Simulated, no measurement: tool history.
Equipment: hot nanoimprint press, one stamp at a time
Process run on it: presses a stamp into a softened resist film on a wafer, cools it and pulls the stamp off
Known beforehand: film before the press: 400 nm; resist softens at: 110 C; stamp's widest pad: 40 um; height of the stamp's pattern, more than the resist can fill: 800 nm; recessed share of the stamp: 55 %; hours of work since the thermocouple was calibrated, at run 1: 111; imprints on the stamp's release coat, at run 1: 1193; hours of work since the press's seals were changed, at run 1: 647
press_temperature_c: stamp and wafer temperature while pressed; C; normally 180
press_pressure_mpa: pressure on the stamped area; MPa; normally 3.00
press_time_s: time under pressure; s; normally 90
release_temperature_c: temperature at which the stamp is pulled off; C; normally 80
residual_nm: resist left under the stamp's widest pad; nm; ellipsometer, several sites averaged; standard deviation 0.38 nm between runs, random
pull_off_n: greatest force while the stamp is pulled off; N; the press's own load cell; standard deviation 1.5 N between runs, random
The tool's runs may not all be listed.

run	hour	press_temperature_c	press_pressure_mpa	press_time_s	release_temperature_c	hours of work since the thermocouple was calibrated	imprints on the stamp's release coat	hours of work since the press's seals were changed	residual_nm	pull_off_n
1	0.0	180	3.00	90	80	111	1193	647	188.0	216
# hour 12.0: stamp cleaned and given a new release coat
2	65.4	180	3.00	90	80	147	258	684	188.4	216
3	136.7	180	3.00	90	80	191	604	727	187.3	214
4	175.3	180	3.00	90	80	214	791	750	188.1	218
# hour 207.0: press's hydraulic seals changed and the load cell set to zero
5	222.6	180	3.42	90	80	238	981	9	175.8	218
# hour 279.7: stamp cleaned and given a new release coat
6	279.7	180	3.42	90	80	269	0	41	175.4	216
7	341.5	180	3.42	90	80	307	300	78	175.4	214
8	385.5	180	3.42	90	80	333	512	105	175.4	217
# hour 398.9: plate thermocouple calibrated
9	442.0	183	3.42	90	84	26	772	137	157.7	195
10	472.1	182	3.42	67	66	44	918	156	180.6	298
11	528.3	185	4.09	57	80	79	1190	190	155.9	215
# hour 541.9: stamp cleaned and given a new release coat
12	604.7	180	2.22	73	80	121	304	233	232.9	215
13	669.5	187	3.00	51	80	161	618	272	179.5	216

Each row is a separate what-if for the run after 13, all from the same tool condition, not one after another. Results?
A	726.3	180	3.00	46	85	195	894	306	?	?
B	726.3	174	2.14	105	80	195	894	306	?	?
C	726.3	187	4.21	51	80	195	894	306	?	?

run	residual_nm	pull_off_n
A	233.1	186
B	257.9	216
C	148.9	216
With the hidden condition removed and each run's random variation left untouched, the same runs would have given:
run	residual_nm	pull_off_n
A	233.3	186
B	258.1	216
C	148.9	216

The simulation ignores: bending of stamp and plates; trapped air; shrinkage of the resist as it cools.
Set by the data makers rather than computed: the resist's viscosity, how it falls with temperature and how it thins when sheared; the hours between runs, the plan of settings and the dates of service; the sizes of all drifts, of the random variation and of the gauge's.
